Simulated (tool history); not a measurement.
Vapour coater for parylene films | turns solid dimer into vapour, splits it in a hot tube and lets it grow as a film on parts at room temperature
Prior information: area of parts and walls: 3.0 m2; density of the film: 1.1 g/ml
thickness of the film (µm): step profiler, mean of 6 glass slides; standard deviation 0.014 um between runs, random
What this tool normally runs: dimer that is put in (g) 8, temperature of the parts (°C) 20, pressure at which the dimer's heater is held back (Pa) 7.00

run	hour	dimer that is put in (g)	temperature of the parts (°C)	pressure at which the dimer's heater is held back (Pa)	thickness of the film (µm)
1	0.0	8	20	7.00	1.17
2	16.8	8	20	7.00	1.18
3	37.5	8	20	7.00	1.17
4	57.8	5	20	7.00	0.74
5	76.9	8	20	7.56	1.11
6	95.0	8	20	7.63	1.11
7	111.3	8	20	7.00	1.14
8	127.1	8	19	7.00	1.20
9	152.6	8	19	7.00	1.16
10	170.7	8	20	7.00	1.11
11	186.0	8	20	7.00	1.14
12	201.3	8	20	7.00	1.12
13	224.0	8	20	7.00	1.11
14	239.8	8	26	7.00	0.90
15	254.5	8	26	7.00	0.86
16	265.3	7	26	7.00	0.78
17	288.9	7	26	7.00	0.74
18	313.9	13	20	7.00	1.73
19	326.7	13	16	3.22	2.29
20	339.9	9	20	2.53	1.37
21	360.3	5	15	3.70	0.89
22	371.0	11	13	6.41	1.89
23	383.8	11	16	6.41	1.68
24	398.0	10	16	3.01	1.73

Below, each run's measurement less what the same run would have read without the hidden state. Both values contain the same run-to-run variation, but the gauge's scatter may not be the same in both:
Hidden conditions of the tool in this case: vapour lost through the trap's worn valve, %; true temperature of the parts over the reading, C; drift of the gauge itself on film_um, %.
run	thickness of the film (µm)
1	+0.00
2	-0.01
3	-0.02
4	-0.02
5	-0.03
6	-0.03
7	-0.04
8	-0.05
9	-0.06
10	-0.06
11	-0.07
12	-0.07
13	-0.08
14	-0.07
15	-0.07
16	-0.06
17	-0.07
18	-0.17
19	-0.23
20	-0.15
21	-0.10
22	-0.22
23	-0.21
24	-0.22

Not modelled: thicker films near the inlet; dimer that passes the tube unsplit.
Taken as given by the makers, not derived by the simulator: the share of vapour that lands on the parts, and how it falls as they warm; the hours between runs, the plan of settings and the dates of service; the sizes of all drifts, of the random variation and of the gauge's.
